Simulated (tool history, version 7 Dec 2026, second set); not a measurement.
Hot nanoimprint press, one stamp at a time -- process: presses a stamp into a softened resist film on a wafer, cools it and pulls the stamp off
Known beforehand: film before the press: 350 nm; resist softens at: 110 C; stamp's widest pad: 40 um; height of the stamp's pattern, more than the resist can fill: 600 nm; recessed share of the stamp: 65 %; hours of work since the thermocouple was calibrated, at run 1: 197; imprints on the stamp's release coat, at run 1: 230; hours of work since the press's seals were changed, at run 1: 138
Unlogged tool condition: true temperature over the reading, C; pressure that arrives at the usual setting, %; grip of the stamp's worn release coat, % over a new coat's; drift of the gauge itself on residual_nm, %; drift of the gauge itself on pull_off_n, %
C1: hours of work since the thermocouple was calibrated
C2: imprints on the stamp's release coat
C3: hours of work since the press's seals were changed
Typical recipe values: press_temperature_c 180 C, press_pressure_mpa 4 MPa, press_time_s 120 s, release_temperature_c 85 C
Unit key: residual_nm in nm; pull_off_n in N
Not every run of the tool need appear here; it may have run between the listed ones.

{"run": 1, "hour": 0.0, "press_temperature_c": 180, "press_pressure_mpa": 4, "press_time_s": 120, "release_temperature_c": 85, "C1": 197, "C2": 230, "C3": 138, "residual_nm": 171.7, "pull_off_n": 105}
{"run": 2, "hour": 15.3, "press_temperature_c": 182, "press_pressure_mpa": 4, "press_time_s": 120, "release_temperature_c": 85, "C1": 209, "C2": 280, "C3": 150, "residual_nm": 159, "pull_off_n": 111}
{"run": 3, "hour": 43.7, "press_temperature_c": 182, "press_pressure_mpa": 4, "press_time_s": 120, "release_temperature_c": 85, "C1": 231, "C2": 371, "C3": 171, "residual_nm": 158.6, "pull_off_n": 112}
{"run": 4, "hour": 64.9, "press_temperature_c": 182, "press_pressure_mpa": 4, "press_time_s": 64, "release_temperature_c": 85, "C1": 247, "C2": 439, "C3": 187, "residual_nm": 193.8, "pull_off_n": 116}
{"run": 5, "hour": 78.8, "press_temperature_c": 182, "press_pressure_mpa": 4, "press_time_s": 64, "release_temperature_c": 85, "C1": 257, "C2": 483, "C3": 198, "residual_nm": 194.4, "pull_off_n": 115}
{"run": 6, "hour": 102.5, "press_temperature_c": 182, "press_pressure_mpa": 4, "press_time_s": 64, "release_temperature_c": 85, "C1": 275, "C2": 559, "C3": 216, "residual_nm": 194.3, "pull_off_n": 116}
{"hour": 115.6, "done": "plate thermocouple calibrated"}
{"run": 7, "hour": 120.1, "press_temperature_c": 182, "press_pressure_mpa": 4, "press_time_s": 64, "release_temperature_c": 85, "C1": 3, "C2": 607, "C3": 227, "residual_nm": 199, "pull_off_n": 119}
{"run": 8, "hour": 148.9, "press_temperature_c": 182, "press_pressure_mpa": 4, "press_time_s": 64, "release_temperature_c": 85, "C1": 25, "C2": 699, "C3": 249, "residual_nm": 199.2, "pull_off_n": 118}
{"run": 9, "hour": 171.2, "press_temperature_c": 182, "press_pressure_mpa": 4, "press_time_s": 64, "release_temperature_c": 85, "C1": 43, "C2": 771, "C3": 266, "residual_nm": 198.2, "pull_off_n": 121}
{"run": 10, "hour": 196.9, "press_temperature_c": 180, "press_pressure_mpa": 5.83, "press_time_s": 145, "release_temperature_c": 85, "C1": 62, "C2": 853, "C3": 286, "residual_nm": 136.6, "pull_off_n": 122}
{"run": 11, "hour": 228.5, "press_temperature_c": 191, "press_pressure_mpa": 4, "press_time_s": 143, "release_temperature_c": 83, "C1": 86, "C2": 955, "C3": 310, "residual_nm": 107.4, "pull_off_n": 130}

What will run 12 give?
{"run": 12, "hour": 255.1, "press_temperature_c": 186, "press_pressure_mpa": 4, "press_time_s": 68, "release_temperature_c": 85, "C1": 107, "C2": 1040, "C3": 331, "residual_nm": "?", "pull_off_n": "?"}

residual_nm: 168.9 nm
pull_off_n: 129 N
Minus the tool's unlogged condition, the same run would have read residual_nm 166.5 nm, pull_off_n 105 N.
